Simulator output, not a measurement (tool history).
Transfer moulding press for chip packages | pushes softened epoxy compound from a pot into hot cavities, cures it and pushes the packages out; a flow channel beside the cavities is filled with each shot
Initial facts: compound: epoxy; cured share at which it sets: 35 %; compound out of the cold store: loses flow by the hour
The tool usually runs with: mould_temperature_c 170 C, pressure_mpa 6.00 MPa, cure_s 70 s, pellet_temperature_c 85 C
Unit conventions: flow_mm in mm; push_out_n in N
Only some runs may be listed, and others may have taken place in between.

run   hour  mould_temperature_c  pressure_mpa  cure_s  pellet_temperature_c  incoming compound's hours out of the cold store  flow_mm  push_out_n
  1    0.0                  170          6.00      70                    85                                             18.9      719         634
       6.3  -- cavities cleaned with cleaning compound and waxed
  2    9.0                  170          6.00      70                    75                                             47.6      624         593
  3   14.5                  170          6.00      70                    85                                             19.7      714         646
  4   21.6                  170          6.00      56                    85                                             14.3      731        1213
  5   25.7                  170          6.00      56                    92                                             29.9      678        1066
  6   29.5                  170          6.77      70                    85                                             21.8      747         643
  7   36.2                  170          6.77      70                    85                                             30.4      720         646
  8   41.2                  170          6.77      70                    85                                             34.1      705         634
  9   48.3                  170          6.77      70                    85                                             25.6      738         622
 10   53.7                  170          6.00      70                    85                                             10.5      739         698
      61.5  -- cavities cleaned with cleaning compound and waxed
 11   63.2                  170          6.00      70                    85                                             36.8      665         608
 12   67.4                  170          6.00      61                    85                                             15.8      723         950
 13   71.2                  170          6.00      61                    85                                             44.5      635         875
 14   78.2                  170          6.00      70                    85                                             36.7      657         600
 15   83.7                  170          6.00      70                    85                                             28.8      682         638
 16   91.3                  170          6.00      70                    85                                             42.7      648         602
 17   95.5                  170          6.00      70                    85                                             43.1      643         606
 18  101.2                  170          6.00      70                    85                                             38.4      656         613
 19  110.0                  170          6.00      70                    85                                             14.4      726         652
 20  114.5                  170          6.00      70                    85                                              9.9      745         675
     116.4  -- cavities cleaned with cleaning compound and waxed
 21  121.5                  170          6.00      70                    85                                             12.6      734         654
 22  129.9                  170          6.00      70                    85                                             14.1      728         660
 23  134.7                  169          6.71      86                    85                                             21.9      750         461
     139.2  -- plunger's sealing rings changed
 24  142.6                  177          5.06      64                    84                                             34.2      606         517
 25  146.6                  171          5.54      64                    85                                             34.1      639         728
 26  152.1                  174          6.00      70                    87                                              8.2      751         523
 27  158.8                  166          5.27      70                    93                                             12.4      698         842
 28  168.1                  163          5.97      53                    85                                             44.6      645        1721

Forecast each of these 5 alternatives for the next run:
     173.8  -- cavities cleaned with cleaning compound and waxed
  A  173.8                  176          5.97      90                    83                                             28.1        ?           ?
     173.8  -- cavities cleaned with cleaning compound and waxed
  B  173.8                  170          6.70      70                    85                                              8.7        ?           ?
     173.8  -- cavities cleaned with cleaning compound and waxed
  C  173.8                  170          5.84      69                    88                                             19.2        ?           ?
     173.8  -- cavities cleaned with cleaning compound and waxed
  D  173.8                  163          5.97      53                    80                                             47.6        ?           ?
     173.8  -- cavities cleaned with cleaning compound and waxed
  E  173.8                  170          6.25      97                    85                                             32.0        ?           ?

run  flow_mm  push_out_n
  A      672         433
  B      790         647
  C      698         636
  D      639        1796
  E      690         419
With the hidden condition removed and each run's random variation left untouched, the same runs would have given:
run  flow_mm  push_out_n
  A      672         433
  B      790         646
  C      698         635
  D      639        1795
  E      690         418
